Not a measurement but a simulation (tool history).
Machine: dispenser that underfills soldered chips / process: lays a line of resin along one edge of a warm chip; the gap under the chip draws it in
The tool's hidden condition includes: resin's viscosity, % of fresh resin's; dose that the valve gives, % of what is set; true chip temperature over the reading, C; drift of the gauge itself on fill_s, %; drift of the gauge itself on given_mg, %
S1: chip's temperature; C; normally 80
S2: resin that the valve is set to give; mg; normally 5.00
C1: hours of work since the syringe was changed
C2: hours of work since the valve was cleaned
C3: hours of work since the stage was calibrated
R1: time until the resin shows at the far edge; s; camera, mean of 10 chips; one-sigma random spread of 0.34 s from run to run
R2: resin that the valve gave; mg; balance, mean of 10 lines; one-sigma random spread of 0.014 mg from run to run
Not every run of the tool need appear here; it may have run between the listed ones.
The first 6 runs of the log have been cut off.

run,day,S1,S2,C1,C2,C3,R1,R2
# day 2.217: new syringe of resin
7,2.412,80,5.00,3,51,181,20.1,4.85
# day 2.583: new syringe of resin
8,2.867,80,4.89,5,59,189,23.0,4.71
# day 2.946: new syringe of resin
9,3.162,80,4.89,4,64,194,20.6,4.67
# day 3.308: new syringe of resin
10,3.383,80,4.89,1,67,197,18.2,4.65
# day 3.642: dispensing valve cleaned and set on the balance
11,3.642,80,5.05,5,0,201,23.7,5.06
# day 3.712: new syringe of resin
12,3.867,80,5.05,3,4,205,19.0,5.05
# day 4.079: new syringe of resin
13,4.150,80,5.05,1,9,210,16.7,5.05
14,4.354,80,5.05,5,12,213,22.7,5.01
# day 4.475: new syringe of resin
15,4.750,80,5.05,5,19,220,22.6,4.98
# day 4.833: new syringe of resin
16,5.112,80,5.05,5,25,226,22.4,4.98
# day 5.192: new syringe of resin
17,5.433,80,5.05,4,31,232,20.9,4.96
# day 5.562: new syringe of resin
# day 5.933: new syringe of resin
18,5.933,80,5.00,0,39,240,14.8,4.87
19,6.142,80,5.00,4,43,244,20.0,4.86
# day 6.312: new syringe of resin
20,6.454,91,5.86,3,48,249,13.2,5.69
# day 6.683: new syringe of resin
21,6.942,91,5.86,5,57,258,16.3,5.66
# day 7.046: new syringe of resin
22,7.288,91,5.86,4,63,264,15.2,5.62
# day 7.417: new syringe of resin
23,7.562,74,4.44,3,67,268,22.9,4.25
# day 7.771: new syringe of resin
# day 7.833: dispensing valve cleaned and set on the balance
24,8.025,74,4.44,4,3,276,25.0,4.42
# day 8.196: new syringe of resin
25,8.333,74,4.44,2,9,281,22.3,4.42

Run 26 is up next; what results do you expect?
# day 8.575: new syringe of resin
26,8.650,80,4.45,1,14,286,?,?

Run 26 yielded R1 17.5 s, R2 4.40 mg.
The same run, on a tool lacking any hidden state, would have yielded R1 16.4 s, R2 4.44 mg.
